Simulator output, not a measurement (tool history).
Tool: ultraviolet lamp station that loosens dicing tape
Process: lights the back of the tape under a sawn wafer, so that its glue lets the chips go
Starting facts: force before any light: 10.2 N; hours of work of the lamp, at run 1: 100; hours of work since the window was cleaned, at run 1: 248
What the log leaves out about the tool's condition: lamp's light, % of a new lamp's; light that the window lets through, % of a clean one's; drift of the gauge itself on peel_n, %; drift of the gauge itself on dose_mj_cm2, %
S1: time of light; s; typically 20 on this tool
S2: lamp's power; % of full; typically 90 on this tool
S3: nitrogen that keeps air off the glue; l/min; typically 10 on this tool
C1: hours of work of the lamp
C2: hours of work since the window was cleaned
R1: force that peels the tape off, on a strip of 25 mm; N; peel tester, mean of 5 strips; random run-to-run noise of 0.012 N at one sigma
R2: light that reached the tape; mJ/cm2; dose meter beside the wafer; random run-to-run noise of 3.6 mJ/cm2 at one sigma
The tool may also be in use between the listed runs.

run	day	S1	S2	S3	C1	C2	R1	R2
1	0.000	20	90	10	100	248	0.699	538
2	2.079	27	90	10	125	273	0.373	715
3	4.629	20	90	10	156	304	0.741	525
4	7.112	20	90	10	186	334	0.761	515
# day 8.171: window cleaned of glue's vapour
5	8.950	20	90	10	208	9	0.635	567
6	10.829	20	90	10	231	32	0.669	556
7	12.425	20	90	10	250	51	0.698	553
8	14.604	21	90	10	276	77	0.620	570
9	15.792	21	90	18	290	92	0.441	562
10	17.679	21	90	18	313	115	0.422	557
11	19.679	21	90	18	337	139	0.480	538
12	21.038	20	90	10	353	155	0.763	515
13	22.396	20	67	10	370	171	1.441	377
14	24.662	20	90	10	397	199	0.841	495
15	26.154	20	90	10	415	217	0.858	491
16	28.004	11	90	10	437	239	2.464	264
17	30.154	10	90	10	463	265	2.864	239
18	31.496	38	62	5	479	281	0.962	620
19	33.758	38	62	5	507	308	0.988	608
20	36.246	22	77	10	537	338	1.126	426
# day 37.008: window cleaned of glue's vapour
21	38.692	22	77	10	566	20	0.958	477
22	39.775	15	90	10	579	33	1.458	376
23	41.867	19	79	10	604	59	1.232	405
24	43.742	24	63	12	627	81	1.099	401
25	45.462	24	63	12	647	102	1.181	397
26	47.967	38	77	5	678	132	0.633	753
27	49.008	20	91	9	690	145	1.085	461
28	50.988	28	79	7	714	168	0.891	557
29	53.533	33	83	4	745	199	0.968	672
# day 53.750: lamp changed
30	55.796	33	66	4	25	226	0.973	671
31	57.375	11	95	19	44	245	1.345	320
32	59.021	23	70	7	63	265	1.136	480
33	61.125	11	66	3	89	290	5.115	212
34	63.667	35	93	14	119	321	0.230	946

Hidden condition of the tool, last listed run before each entry between runs versus first listed run after:
Between runs 4 and 5: window cleaned of glue's vapour (day 8.171)
  lamp's light, % of a new lamp's: 94.6 -> 94; light that the window lets through, % of a clean one's: 90.5 -> 99.6
  measured less the result without the state, R1: +0.212 -> +0.082 N; R2: -87 -> -38 mJ/cm2
Between runs 20 and 21: window cleaned of glue's vapour (day 37.008)
  lamp's light, % of a new lamp's: 84.4 -> 83.5; light that the window lets through, % of a clean one's: 89.5 -> 99.3
  measured less the result without the state, R1: +0.493 -> +0.310 N; R2: -138 -> -97 mJ/cm2
Between runs 29 and 30: lamp changed (day 53.750)
  lamp's light, % of a new lamp's: 78.2 -> 98.9; light that the window lets through, % of a clean one's: 93.9 -> 93.1
  measured less the result without the state, R1: +0.462 -> +0.153 N; R2: -244 -> -57 mJ/cm2

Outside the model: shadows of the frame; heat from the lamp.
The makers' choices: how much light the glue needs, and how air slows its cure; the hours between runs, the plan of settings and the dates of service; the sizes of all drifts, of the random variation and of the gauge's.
